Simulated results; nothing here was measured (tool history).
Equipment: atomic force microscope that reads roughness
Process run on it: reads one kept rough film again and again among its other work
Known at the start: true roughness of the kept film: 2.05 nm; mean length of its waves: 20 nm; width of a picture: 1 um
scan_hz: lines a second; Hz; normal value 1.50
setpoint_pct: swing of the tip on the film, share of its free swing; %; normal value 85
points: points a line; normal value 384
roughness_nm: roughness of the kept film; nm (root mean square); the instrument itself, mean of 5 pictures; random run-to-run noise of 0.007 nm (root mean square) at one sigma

| run | hour | scan_hz | setpoint_pct | points | roughness_nm |
|---|---|---|---|---|---|
| 1 | 0.0 | 1.50 | 85 | 384 | 1.437 |
| 2 | 11.6 | 1.50 | 85 | 384 | 1.367 |
| 3 | 23.7 | 1.50 | 64 | 384 | 1.445 |
| 4 | 33.6 | 2.24 | 64 | 384 | 1.356 |
| 5 | 39.8 | 2.24 | 64 | 384 | 1.337 |
| 6 | 50.5 | 2.24 | 64 | 384 | 1.280 |
| 7 | 57.9 | 1.50 | 85 | 384 | 1.157 |
| 8 | 64.3 | 1.50 | 85 | 384 | 1.134 |
| 9 | 72.7 | 1.50 | 85 | 384 | 1.102 |
| 10 | 78.2 | 0.58 | 85 | 384 | 1.197 |
|  | 79.4 | new tip fitted |
| 11 | 90.0 | 0.58 | 85 | 384 | 1.507 |
| 12 | 97.2 | 0.58 | 85 | 384 | 1.475 |
| 13 | 105.3 | 0.58 | 85 | 384 | 1.425 |
| 14 | 117.4 | 0.58 | 85 | 384 | 1.368 |
| 15 | 129.2 | 1.17 | 85 | 384 | 1.236 |
| 16 | 137.8 | 1.35 | 58 | 384 | 1.319 |
| 17 | 149.2 | 1.35 | 58 | 384 | 1.277 |
| 18 | 155.1 | 2.56 | 87 | 471 | 0.989 |
|  | 158.7 | new tip fitted |
| 19 | 163.8 | 2.56 | 85 | 446 | 1.265 |
| 20 | 173.0 | 0.73 | 57 | 656 | 1.560 |
| 21 | 180.4 | 1.45 | 73 | 656 | 1.426 |
| 22 | 187.9 | 1.45 | 75 | 304 | 1.339 |
| 23 | 201.1 | 0.87 | 65 | 529 | 1.387 |

What if the next run were any one of these 4? Each begins from the tool's condition after run 23:
| A | 213.1 | 0.87 | 65 | 625 | ? |
| B | 213.1 | 0.87 | 78 | 754 | ? |
| C | 213.1 | 1.50 | 60 | 866 | ? |
| D | 213.1 | 0.87 | 84 | 529 | ? |

| run | roughness_nm |
|---|---|
| A | 1.350 |
| B | 1.309 |
| C | 1.336 |
| D | 1.261 |
Without the tool's hidden state the same runs would have given:
| run | roughness_nm |
|---|---|
| A | 1.645 |
| B | 1.594 |
| C | 1.629 |
| D | 1.537 |
